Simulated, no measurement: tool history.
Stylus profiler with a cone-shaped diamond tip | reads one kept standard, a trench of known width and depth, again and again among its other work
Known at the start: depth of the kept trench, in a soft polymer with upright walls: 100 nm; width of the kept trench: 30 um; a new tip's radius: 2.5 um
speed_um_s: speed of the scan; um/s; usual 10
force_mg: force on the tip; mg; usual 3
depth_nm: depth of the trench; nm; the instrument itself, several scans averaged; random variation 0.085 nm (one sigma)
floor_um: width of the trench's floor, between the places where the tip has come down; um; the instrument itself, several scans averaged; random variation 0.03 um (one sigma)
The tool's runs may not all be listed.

run 1 hour=0 | speed_um_s=10 force_mg=3 | depth_nm=100.91 floor_um=28.3
run 2 hour=89.5 | speed_um_s=4 force_mg=3 | depth_nm=101.09 floor_um=28.26
run 3 hour=191.5 | speed_um_s=4 force_mg=3 | depth_nm=101.12 floor_um=28.27
run 4 hour=261.6 | speed_um_s=4 force_mg=3 | depth_nm=101.08 floor_um=28.24
run 5 hour=360.2 | speed_um_s=10 force_mg=3.43 | depth_nm=101.28 floor_um=28.27
run 6 hour=478 | speed_um_s=10 force_mg=3 | depth_nm=101.11 floor_um=28.18
run 7 hour=548 | speed_um_s=3 force_mg=2.02 | depth_nm=101.06 floor_um=28.24
run 8 hour=601.4 | speed_um_s=12 force_mg=2.19 | depth_nm=101.21 floor_um=28.23
-- hour=608.4 height scale calibrated on a step standard
run 9 hour=697.4 | speed_um_s=15 force_mg=2.68 | depth_nm=101.05 floor_um=28.27
run 10 hour=788 | speed_um_s=3 force_mg=3 | depth_nm=101.34 floor_um=28.21
run 11 hour=856.4 | speed_um_s=9 force_mg=1.57 | depth_nm=100.9 floor_um=28.23
run 12 hour=909.7 | speed_um_s=9 force_mg=1.57 | depth_nm=101.13 floor_um=28.16

5 ways to go on from here, each from the tool as it stands after run 12. What would each give?
run A hour=959.8 | speed_um_s=10 force_mg=8.46 | depth_nm=? floor_um=?
run B hour=959.8 | speed_um_s=26 force_mg=3 | depth_nm=? floor_um=?
run C hour=959.8 | speed_um_s=18 force_mg=3.22 | depth_nm=? floor_um=?
run D hour=959.8 | speed_um_s=24 force_mg=7.84 | depth_nm=? floor_um=?
run E hour=959.8 | speed_um_s=6 force_mg=2.05 | depth_nm=? floor_um=?

run=A depth_nm=102.27 floor_um=28.2
run=B depth_nm=101.38 floor_um=28.12
run=C depth_nm=101.56 floor_um=28.16
run=D depth_nm=102.34 floor_um=28.2
run=E depth_nm=101.05 floor_um=28.22
Without the tool's hidden state the same runs would have given:
run=A depth_nm=101.99 floor_um=28.59
run=B depth_nm=101.1 floor_um=28.51
run=C depth_nm=101.29 floor_um=28.55
run=D depth_nm=102.06 floor_um=28.59
run=E depth_nm=100.78 floor_um=28.61

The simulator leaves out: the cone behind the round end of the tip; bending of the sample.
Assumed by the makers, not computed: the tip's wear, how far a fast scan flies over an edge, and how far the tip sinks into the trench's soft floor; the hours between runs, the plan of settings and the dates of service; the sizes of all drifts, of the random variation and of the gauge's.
